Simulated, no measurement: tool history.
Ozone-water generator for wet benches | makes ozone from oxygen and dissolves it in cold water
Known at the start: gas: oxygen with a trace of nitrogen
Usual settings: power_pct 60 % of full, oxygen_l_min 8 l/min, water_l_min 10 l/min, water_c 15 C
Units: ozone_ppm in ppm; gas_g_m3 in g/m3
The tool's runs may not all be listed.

run      day  power_pct  oxygen_l_min  water_l_min  water_c  ozone_ppm  gas_g_m3
  1        0         60             8           10       15       29.6     147.5
  2    5.233         60             8           10       15       29.6     145.5
  3    9.646         60             8           10       15       29.4     147.4
  4   13.238         99             8           10       15       45.5     227.4
  5   17.571         99             8           10       15       45.8     227.7
  6   21.546         99             8           10       15       45.8     227.9
  7   26.167         99             8           10       15       45.1       226
  8   31.254         99             8           10       15       45.5     226.5
  9   35.462         99             8           10       15       45.2     227.2
 10   37.808         60             8           10       22       24.6     144.7
 11   42.996         60             8           10       18       27.2     144.7
 12   48.254         60             8           10       18         27     145.5
 13   51.575         60             8           10       18       27.4     143.9
 14   55.362         60             8           10       18         27     143.9
 15   57.612         60             8           10       15       28.8     144.1
 16   62.942         60          9.08           10       15       27.4     132.2
 17   66.354         60          9.08           10       15       27.6     131.4
 18   69.379         60          12.8            7       13       27.6     105.1
 19   72.679         77          12.8           15       12         27     128.7
 20   75.962         77          12.8           15       12       26.8     128.8
 21   80.388         46             8            9       15       23.9     113.9
 22   83.029         46             8            9       15       23.8     113.3
 23   85.596         69         12.65            9       22         23     118.2
 24   87.933         60             8            6        8       41.4     143.6
 25   93.175         60             8           14       11         26     142.7
 26   95.917         60          5.78           10       15       31.6     178.7
 27   98.117         97         12.19            7       10       45.9     160.8
 28  103.217         90         10.28            6       20       36.7       172
 29  106.033         60          9.55           10       15       26.5     127.3
 30  109.479         92             8           10       10       45.7     203.1
 31  112.625         92             8           10       10       45.4     205.6
 32  114.971         88          5.86           12       22       33.9     242.4
 33  117.267         60          7.67            6       15       34.4     144.6

Hidden state or all else? Some run-to-run changes of ozone_ppm, split into what the settings, what came in and random variation would give without the hidden state, and what is left for the hidden state (with any gauge scatter that isn't in both results):
The hidden state here: yield of the discharge, % of new electrodes'; contactor's efficiency, % of a clean one's; true water temperature over the reading, C; drift of the gauge itself on ozone_ppm, %; drift of the gauge itself on gas_g_m3, %.
Run 9 -> 10: power_pct 99 -> 60, water_c 15 -> 22. ozone_ppm -20.6 ppm: hidden state +1.7, all else -22.3.
Run 23 -> 24: power_pct 69 -> 60, oxygen_l_min 12.65 -> 8, water_l_min 9 -> 6, water_c 22 -> 8. ozone_ppm +18.4 ppm: hidden state -1.1, all else +19.5.
Run 26 -> 27: power_pct 60 -> 97, oxygen_l_min 5.78 -> 12.19, water_l_min 10 -> 7, water_c 15 -> 10. ozone_ppm +14.3 ppm: hidden state -2.3, all else +16.6.
Run 29 -> 30: power_pct 60 -> 92, oxygen_l_min 9.55 -> 8, water_c 15 -> 10. ozone_ppm +19.2 ppm: hidden state -2.8, all else +22.
